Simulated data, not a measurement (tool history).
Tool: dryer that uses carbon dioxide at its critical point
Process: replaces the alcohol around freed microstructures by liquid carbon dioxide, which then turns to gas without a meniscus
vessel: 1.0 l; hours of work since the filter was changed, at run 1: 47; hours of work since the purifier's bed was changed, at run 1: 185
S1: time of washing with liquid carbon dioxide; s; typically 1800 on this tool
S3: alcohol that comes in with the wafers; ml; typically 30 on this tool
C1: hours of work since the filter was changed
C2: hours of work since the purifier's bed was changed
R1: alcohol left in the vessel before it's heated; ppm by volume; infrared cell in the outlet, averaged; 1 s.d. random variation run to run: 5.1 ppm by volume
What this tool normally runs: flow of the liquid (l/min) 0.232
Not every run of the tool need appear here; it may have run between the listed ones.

{"run": 1, "hour": 0.0, "S1": 1800, "flow of the liquid (l/min)": 0.232, "S3": 30, "C1": 47, "C2": 185, "R1": 105}
{"run": 2, "hour": 33.4, "S1": 1800, "flow of the liquid (l/min)": 0.232, "S3": 30, "C1": 62, "C2": 200, "R1": 112}
{"run": 3, "hour": 65.4, "S1": 1800, "flow of the liquid (l/min)": 0.243, "S3": 30, "C1": 77, "C2": 215, "R1": 94}
{"run": 4, "hour": 101.4, "S1": 1800, "flow of the liquid (l/min)": 0.243, "S3": 30, "C1": 93, "C2": 231, "R1": 106}
{"run": 5, "hour": 129.7, "S1": 2280, "flow of the liquid (l/min)": 0.232, "S3": 30, "C1": 105, "C2": 243, "R1": 45}
{"run": 6, "hour": 167.6, "S1": 1800, "flow of the liquid (l/min)": 0.232, "S3": 30, "C1": 122, "C2": 260, "R1": 149}
{"run": 7, "hour": 189.3, "S1": 1800, "flow of the liquid (l/min)": 0.232, "S3": 30, "C1": 132, "C2": 270, "R1": 156}
{"run": 8, "hour": 214.1, "S1": 1800, "flow of the liquid (l/min)": 0.232, "S3": 30, "C1": 143, "C2": 281, "R1": 163}
{"run": 9, "hour": 250.3, "S1": 1800, "flow of the liquid (l/min)": 0.227, "S3": 30, "C1": 159, "C2": 297, "R1": 181}
{"run": 10, "hour": 280.5, "S1": 1800, "flow of the liquid (l/min)": 0.227, "S3": 30, "C1": 173, "C2": 311, "R1": 197}
{"run": 11, "hour": 315.4, "S1": 1800, "flow of the liquid (l/min)": 0.227, "S3": 30, "C1": 188, "C2": 326, "R1": 212}
{"run": 12, "hour": 354.9, "S1": 1800, "flow of the liquid (l/min)": 0.232, "S3": 20, "C1": 206, "C2": 344, "R1": 144}
{"run": 13, "hour": 390.8, "S1": 1800, "flow of the liquid (l/min)": 0.232, "S3": 20, "C1": 222, "C2": 360, "R1": 153}
{"run": 14, "hour": 423.2, "S1": 1800, "flow of the liquid (l/min)": 0.232, "S3": 20, "C1": 236, "C2": 374, "R1": 159}
{"run": 15, "hour": 440.4, "S1": 1980, "flow of the liquid (l/min)": 0.232, "S3": 30, "C1": 244, "C2": 382, "R1": 154}
{"hour": 461.0, "done": "inlet filter changed"}
{"run": 16, "hour": 469.4, "S1": 1800, "flow of the liquid (l/min)": 0.232, "S3": 30, "C1": 4, "C2": 394, "R1": 94}
{"run": 17, "hour": 492.5, "S1": 1800, "flow of the liquid (l/min)": 0.232, "S3": 30, "C1": 14, "C2": 405, "R1": 108}
{"run": 18, "hour": 509.3, "S1": 1800, "flow of the liquid (l/min)": 0.232, "S3": 30, "C1": 22, "C2": 412, "R1": 111}
{"run": 19, "hour": 526.3, "S1": 1800, "flow of the liquid (l/min)": 0.232, "S3": 51, "C1": 29, "C2": 420, "R1": 175}
{"run": 20, "hour": 553.2, "S1": 1800, "flow of the liquid (l/min)": 0.232, "S3": 51, "C1": 41, "C2": 432, "R1": 171}
{"run": 21, "hour": 574.0, "S1": 1800, "flow of the liquid (l/min)": 0.232, "S3": 30, "C1": 50, "C2": 441, "R1": 113}
{"run": 22, "hour": 612.2, "S1": 1560, "flow of the liquid (l/min)": 0.232, "S3": 30, "C1": 67, "C2": 458, "R1": 238}
{"run": 23, "hour": 640.4, "S1": 1440, "flow of the liquid (l/min)": 0.232, "S3": 30, "C1": 80, "C2": 471, "R1": 352}
{"run": 24, "hour": 657.9, "S1": 1440, "flow of the liquid (l/min)": 0.232, "S3": 30, "C1": 88, "C2": 478, "R1": 343}
{"run": 25, "hour": 693.3, "S1": 1440, "flow of the liquid (l/min)": 0.232, "S3": 30, "C1": 104, "C2": 494, "R1": 370}
{"run": 26, "hour": 713.8, "S1": 1200, "flow of the liquid (l/min)": 0.247, "S3": 30, "C1": 113, "C2": 503, "R1": 642}
{"run": 27, "hour": 746.0, "S1": 1620, "flow of the liquid (l/min)": 0.212, "S3": 30, "C1": 127, "C2": 518, "R1": 350}
{"run": 28, "hour": 766.7, "S1": 1980, "flow of the liquid (l/min)": 0.232, "S3": 47, "C1": 136, "C2": 527, "R1": 153}
{"run": 29, "hour": 789.7, "S1": 1200, "flow of the liquid (l/min)": 0.38, "S3": 96, "C1": 147, "C2": 537, "R1": 351}
{"run": 30, "hour": 821.1, "S1": 2040, "flow of the liquid (l/min)": 0.38, "S3": 46, "C1": 161, "C2": 551, "R1": 38}
{"run": 31, "hour": 841.7, "S1": 2040, "flow of the liquid (l/min)": 0.38, "S3": 46, "C1": 170, "C2": 560, "R1": 46}
{"run": 32, "hour": 860.6, "S1": 2040, "flow of the liquid (l/min)": 0.38, "S3": 46, "C1": 178, "C2": 569, "R1": 38}
{"run": 33, "hour": 885.2, "S1": 1800, "flow of the liquid (l/min)": 0.252, "S3": 93, "C1": 189, "C2": 580, "R1": 377}
{"run": 34, "hour": 912.1, "S1": 1980, "flow of the liquid (l/min)": 0.224, "S3": 23, "C1": 201, "C2": 592, "R1": 133}
{"run": 35, "hour": 947.4, "S1": 1920, "flow of the liquid (l/min)": 0.386, "S3": 20, "C1": 217, "C2": 608, "R1": 46}
{"run": 36, "hour": 969.5, "S1": 1920, "flow of the liquid (l/min)": 0.386, "S3": 20, "C1": 227, "C2": 617, "R1": 45}
{"run": 37, "hour": 994.3, "S1": 1920, "flow of the liquid (l/min)": 0.386, "S3": 20, "C1": 238, "C2": 629, "R1": 47}
{"hour": 1027.6, "done": "inlet filter changed"}
{"run": 38, "hour": 1033.9, "S1": 1200, "flow of the liquid (l/min)": 0.321, "S3": 63, "C1": 3, "C2": 646, "R1": 308}
{"run": 39, "hour": 1064.8, "S1": 1200, "flow of the liquid (l/min)": 0.317, "S3": 62, "C1": 17, "C2": 659, "R1": 349}
{"run": 40, "hour": 1090.4, "S1": 1200, "flow of the liquid (l/min)": 0.317, "S3": 76, "C1": 28, "C2": 671, "R1": 445}
{"run": 41, "hour": 1124.1, "S1": 1320, "flow of the liquid (l/min)": 0.232, "S3": 30, "C1": 43, "C2": 686, "R1": 483}
{"run": 42, "hour": 1158.8, "S1": 1800, "flow of the liquid (l/min)": 0.298, "S3": 30, "C1": 59, "C2": 701, "R1": 71}

Entry by entry between the runs, the difference in hidden state between the last listed run before and the first listed run after:
Run 15 -> run 16: inlet filter changed (hour 461)
  flow that reaches the vessel past the clogged filter, %: 83.1 -> 99.7; alcohol in the recycled carbon dioxide, ppm: 28.3 -> 29
  measured less the result without the state, R1: +106 -> +25 ppm by volume
Run 37 -> run 38: inlet filter changed (hour 1027.6)
  flow that reaches the vessel past the clogged filter, %: 83.9 -> 99.4; alcohol in the recycled carbon dioxide, ppm: 42.6 -> 43.6
  measured less the result without the state, R1: +40 -> +46 ppm by volume

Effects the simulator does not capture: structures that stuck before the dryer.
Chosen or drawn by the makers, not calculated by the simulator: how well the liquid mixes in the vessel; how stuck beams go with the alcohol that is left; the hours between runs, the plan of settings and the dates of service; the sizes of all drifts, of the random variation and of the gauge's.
